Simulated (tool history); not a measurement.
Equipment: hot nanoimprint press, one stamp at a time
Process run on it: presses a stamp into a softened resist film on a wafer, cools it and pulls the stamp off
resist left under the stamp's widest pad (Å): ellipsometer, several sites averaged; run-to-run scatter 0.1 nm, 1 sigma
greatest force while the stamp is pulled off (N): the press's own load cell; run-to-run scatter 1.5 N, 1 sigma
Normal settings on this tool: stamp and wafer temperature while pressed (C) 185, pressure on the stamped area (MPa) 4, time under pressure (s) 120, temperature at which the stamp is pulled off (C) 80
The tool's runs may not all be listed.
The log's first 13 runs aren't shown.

run   hour  stamp and wafer temperature while pressed (C)  pressure on the stamped area (MPa)  time under pressure (s)  temperature at which the stamp is pulled off (C)  hours of work since the thermocouple was calibrated  imprints on the stamp's release coat  hours of work since the press's seals were changed  resist left under the stamp's widest pad (Å)  greatest force while the stamp is pulled off (N)
 14  110.8                                            190                                   4                      120                                                80                                                   15                                  1962                                                 238                                           777                                               126
 15  116.6                                            190                                   4                      120                                                80                                                   18                                  1972                                                 241                                           775                                               126
 16  124.6                                            178                                3.91                      120                                                80                                                   23                                  1986                                                 246                                          1118                                               128
 17  130.3                                            196                                3.91                      127                                                88                                                   26                                  1996                                                 249                                           644                                                99
 18  140.5                                            196                                3.91                      127                                                88                                                   32                                  2014                                                 255                                           644                                                99
       148  -- plate thermocouple calibrated, once more
 19  148.7                                            180                                3.91                      127                                                83                                                    0                                  2023                                                 258                                          1061                                               121
 20  155.4                                            185                                   4                      120                                                83                                                    4                                  2035                                                 261                                           923                                               121
 21  160.7                                            185                                   4                      120                                                83                                                    7                                  2044                                                 264                                           922                                               122
 22  167.1                                            185                                   4                      118                                                87                                                   11                                  2055                                                 268                                           930                                               105
 23  176.9                                            186                                3.38                      164                                                75                                                   16                                  2073                                                 273                                           865                                               148
 24  184.3                                            186                                3.38                      164                                                75                                                   20                                  2085                                                 278                                           866                                               150
 25  191.1                                            178                                5.86                      164                                                83                                                   24                                  2097                                                 281                                           860                                               122
 26  202.8                                            182                                3.63                       66                                                66                                                   31                                  2118                                                 288                                          1267                                               182
 27  208.8                                            185                                5.05                      108                                                80                                                   34                                  2128                                                 291                                           860                                               130
 28  215.7                                            185                                2.53                       61                                                80                                                   38                                  2140                                                 295                                          1370                                               134
 29  227.6                                            185                                3.27                       61                                                84                                                   45                                  2161                                                 302                                          1254                                               120
 30  237.8                                            185                                3.27                       61                                                84                                                   50                                  2179                                                 308                                          1251                                               119

Forecast each of these 3 alternatives for the next run:
     250.4  -- stamp cleaned and given a new release coat
  A  250.6                                            191                                   4                      120                                                87                                                   54                                     1                                                 311                                             ?                                                 ?
     250.4  -- stamp cleaned and given a new release coat
  B  250.6                                            182                                3.53                      142                                                84                                                   54                                     1                                                 311                                             ?                                                 ?
     250.4  -- stamp cleaned and given a new release coat
  C  250.6                                            182                                2.56                       85                                                84                                                   54                                     1                                                 311                                             ?                                                 ?

run  resist left under the stamp's widest pad (Å)  greatest force while the stamp is pulled off (N)
  A                                           773                                                84
  B                                          1006                                                92
  C                                          1336                                                93
What these runs would have given with no unlogged condition in the tool:
run  resist left under the stamp's widest pad (Å)  greatest force while the stamp is pulled off (N)
  A                                           768                                                84
  B                                          1002                                                92
  C                                          1333                                                94
